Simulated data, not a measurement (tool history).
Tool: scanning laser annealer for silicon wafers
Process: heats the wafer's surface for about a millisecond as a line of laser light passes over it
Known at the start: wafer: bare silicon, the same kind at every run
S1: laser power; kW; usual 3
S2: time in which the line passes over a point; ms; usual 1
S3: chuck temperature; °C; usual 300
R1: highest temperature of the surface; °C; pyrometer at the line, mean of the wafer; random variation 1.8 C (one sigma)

run 1 hour=0 | S1=3 S2=1 S3=300 | R1=1008
-- hour=35.4 optics aligned, line set to its width
run 2 hour=68.9 | S1=3 S2=1 S3=300 | R1=1013
run 3 hour=144.9 | S1=3 S2=1 S3=300 | R1=1013
run 4 hour=194.4 | S1=3 S2=1 S3=273 | R1=985
run 5 hour=258.8 | S1=3 S2=1 S3=273 | R1=979
run 6 hour=347.2 | S1=3 S2=1 S3=300 | R1=1008
run 7 hour=410.4 | S1=3 S2=1 S3=325 | R1=1029
run 8 hour=468.8 | S1=2.601 S2=1 S3=321 | R1=930

Forecast run 9:
run 9 hour=505.5 | S1=2.601 S2=1.15 S3=319 | R1=?

{"run 9": {"R1": 977}}
Without the tool's hidden state the same run would have given R1 984 °C.
